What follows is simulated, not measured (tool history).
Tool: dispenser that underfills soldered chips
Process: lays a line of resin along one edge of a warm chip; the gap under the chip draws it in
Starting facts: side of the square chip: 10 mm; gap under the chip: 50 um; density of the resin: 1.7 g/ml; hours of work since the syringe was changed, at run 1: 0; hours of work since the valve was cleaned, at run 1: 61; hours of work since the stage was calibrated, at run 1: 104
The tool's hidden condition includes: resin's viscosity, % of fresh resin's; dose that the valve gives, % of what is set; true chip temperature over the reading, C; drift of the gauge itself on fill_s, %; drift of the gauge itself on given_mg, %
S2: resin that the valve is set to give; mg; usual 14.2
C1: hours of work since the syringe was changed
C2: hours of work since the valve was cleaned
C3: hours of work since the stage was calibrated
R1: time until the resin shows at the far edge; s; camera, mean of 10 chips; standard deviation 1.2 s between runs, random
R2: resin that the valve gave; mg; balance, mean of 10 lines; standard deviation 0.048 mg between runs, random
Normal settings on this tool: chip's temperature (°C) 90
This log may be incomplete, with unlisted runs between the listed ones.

run 1 hour=0.0 | chip's_temperature_(°C)=90 S2=14.2 | C1=0 C2=61 C3=104 | R1=123.1 R2=13.96
-- hour=9.2 new syringe of resin
run 2 hour=14.7 | chip's_temperature_(°C)=90 S2=14.2 | C1=4 C2=72 C3=115 | R1=151.1 R2=13.82
-- hour=18.6 new syringe of resin
run 3 hour=22.7 | chip's_temperature_(°C)=90 S2=14.2 | C1=3 C2=78 C3=121 | R1=144.7 R2=13.82
-- hour=27.9 new syringe of resin
-- hour=36.7 new syringe of resin
run 4 hour=36.7 | chip's_temperature_(°C)=90 S2=14.2 | C1=0 C2=88 C3=131 | R1=123.0 R2=13.76
-- hour=46.3 new syringe of resin
run 5 hour=51.8 | chip's_temperature_(°C)=90 S2=14.2 | C1=4 C2=99 C3=143 | R1=151.2 R2=13.77
-- hour=55.2 new syringe of resin
run 6 hour=63.6 | chip's_temperature_(°C)=90 S2=14.2 | C1=6 C2=108 C3=151 | R1=167.4 R2=13.65
-- hour=65.3 new syringe of resin
-- hour=68.4 dispensing valve cleaned and set on the balance
-- hour=76.1 new syringe of resin
run 7 hour=76.2 | chip's_temperature_(°C)=90 S2=14.2 | C1=0 C2=6 C3=160 | R1=120.8 R2=14.21
-- hour=84.9 new syringe of resin
run 8 hour=84.9 | chip's_temperature_(°C)=90 S2=14.2 | C1=0 C2=12 C3=166 | R1=125.1 R2=13.98
-- hour=94.7 new syringe of resin
run 9 hour=96.9 | chip's_temperature_(°C)=90 S2=14.2 | C1=2 C2=21 C3=175 | R1=133.1 R2=14.06
-- hour=103.6 new syringe of resin
run 10 hour=109.9 | chip's_temperature_(°C)=88 S2=14.2 | C1=5 C2=31 C3=185 | R1=167.6 R2=14.05
-- hour=112.9 new syringe of resin
-- hour=122.5 new syringe of resin
run 11 hour=122.7 | chip's_temperature_(°C)=90 S2=18.5 | C1=0 C2=40 C3=194 | R1=122.7 R2=18.14
-- hour=131.7 new syringe of resin
run 12 hour=137.8 | chip's_temperature_(°C)=90 S2=18.5 | C1=5 C2=51 C3=205 | R1=153.8 R2=18.23
-- hour=140.8 new syringe of resin
run 13 hour=144.9 | chip's_temperature_(°C)=90 S2=18.5 | C1=3 C2=56 C3=210 | R1=142.6 R2=18.07
-- hour=150.0 new syringe of resin
-- hour=159.3 new syringe of resin
run 14 hour=159.3 | chip's_temperature_(°C)=90 S2=18.5 | C1=0 C2=67 C3=221 | R1=122.1 R2=18.05
run 15 hour=166.2 | chip's_temperature_(°C)=90 S2=16.9 | C1=5 C2=72 C3=226 | R1=156.9 R2=16.47
-- hour=168.6 new syringe of resin
-- hour=177.3 new syringe of resin
run 16 hour=179.9 | chip's_temperature_(°C)=90 S2=14.2 | C1=2 C2=82 C3=236 | R1=134.2 R2=13.86
-- hour=186.1 new syringe of resin
run 17 hour=193.4 | chip's_temperature_(°C)=79 S2=14.3 | C1=6 C2=92 C3=246 | R1=258.2 R2=13.85
-- hour=194.9 new syringe of resin
-- hour=203.7 new syringe of resin
run 18 hour=203.7 | chip's_temperature_(°C)=86 S2=13.8 | C1=0 C2=99 C3=253 | R1=144.6 R2=13.40
-- hour=213.2 new syringe of resin
-- hour=219.2 dispensing valve cleaned and set on the balance
run 19 hour=219.7 | chip's_temperature_(°C)=101 S2=13.5 | C1=4 C2=0 C3=264 | R1=100.3 R2=13.47
-- hour=223.6 new syringe of resin
-- hour=233.1 new syringe of resin
run 20 hour=233.6 | chip's_temperature_(°C)=101 S2=13.5 | C1=0 C2=10 C3=274 | R1=83.4 R2=13.48
-- hour=242.8 new syringe of resin
run 21 hour=249.4 | chip's_temperature_(°C)=101 S2=13.5 | C1=5 C2=22 C3=286 | R1=107.6 R2=13.33
-- hour=252.2 new syringe of resin
run 22 hour=256.6 | chip's_temperature_(°C)=101 S2=13.5 | C1=3 C2=27 C3=291 | R1=98.5 R2=13.43
-- hour=262.1 new syringe of resin
run 23 hour=265.9 | chip's_temperature_(°C)=78 S2=14.7 | C1=3 C2=34 C3=298 | R1=234.9 R2=14.55
-- hour=271.4 new syringe of resin
-- hour=280.4 new syringe of resin
run 24 hour=282.0 | chip's_temperature_(°C)=84 S2=14.5 | C1=1 C2=46 C3=310 | R1=170.8 R2=14.34
-- hour=289.7 new syringe of resin
run 25 hour=291.3 | chip's_temperature_(°C)=84 S2=14.5 | C1=1 C2=53 C3=317 | R1=170.6 R2=14.29
-- hour=299.8 new syringe of resin
run 26 hour=301.1 | chip's_temperature_(°C)=103 S2=18.0 | C1=1 C2=60 C3=324 | R1=81.2 R2=17.60
-- hour=309.2 new syringe of resin
run 27 hour=312.5 | chip's_temperature_(°C)=103 S2=18.0 | C1=3 C2=68 C3=332 | R1=86.9 R2=17.74
-- hour=319.2 new syringe of resin
-- hour=328.5 new syringe of resin
run 28 hour=328.5 | chip's_temperature_(°C)=103 S2=18.0 | C1=0 C2=80 C3=344 | R1=75.9 R2=17.55
-- hour=337.2 new syringe of resin
run 29 hour=343.9 | chip's_temperature_(°C)=84 S2=14.7 | C1=5 C2=92 C3=355 | R1=207.5 R2=14.29
-- hour=346.8 new syringe of resin
run 30 hour=351.2 | chip's_temperature_(°C)=87 S2=16.3 | C1=3 C2=97 C3=361 | R1=166.0 R2=15.73
-- hour=355.8 new syringe of resin
run 31 hour=363.9 | chip's_temperature_(°C)=87 S2=16.3 | C1=6 C2=106 C3=370 | R1=192.9 R2=15.80
-- hour=364.9 new syringe of resin
-- hour=370.9 dispensing valve cleaned and set on the balance
-- hour=374.9 new syringe of resin
run 32 hour=374.9 | chip's_temperature_(°C)=79 S2=15.1 | C1=0 C2=3 C3=377 | R1=191.6 R2=15.16

4 options for the next run, each taken on its own from the tool as it stands now. Forecast them:
-- hour=384.0 new syringe of resin
run A hour=389.7 | chip's_temperature_(°C)=84 S2=13.2 | C1=4 C2=14 C3=388 | R1=? R2=?
-- hour=384.0 new syringe of resin
run B hour=389.7 | chip's_temperature_(°C)=100 S2=14.0 | C1=4 C2=14 C3=388 | R1=? R2=?
-- hour=384.0 new syringe of resin
run C hour=389.7 | chip's_temperature_(°C)=97 S2=18.3 | C1=4 C2=14 C3=388 | R1=? R2=?
-- hour=384.0 new syringe of resin
run D hour=389.7 | chip's_temperature_(°C)=102 S2=12.8 | C1=4 C2=14 C3=388 | R1=? R2=?

run=A R1=199.8 R2=13.01
run=B R1=110.4 R2=14.01
run=C R1=119.6 R2=18.22
run=D R1=101.6 R2=12.74
Stripped of hidden state, with their random variation kept, the same runs would have yielded:
run=A R1=153.2 R2=13.08
run=B R1=85.1 R2=14.08
run=C R1=92.2 R2=18.31
run=D R1=78.1 R2=12.81

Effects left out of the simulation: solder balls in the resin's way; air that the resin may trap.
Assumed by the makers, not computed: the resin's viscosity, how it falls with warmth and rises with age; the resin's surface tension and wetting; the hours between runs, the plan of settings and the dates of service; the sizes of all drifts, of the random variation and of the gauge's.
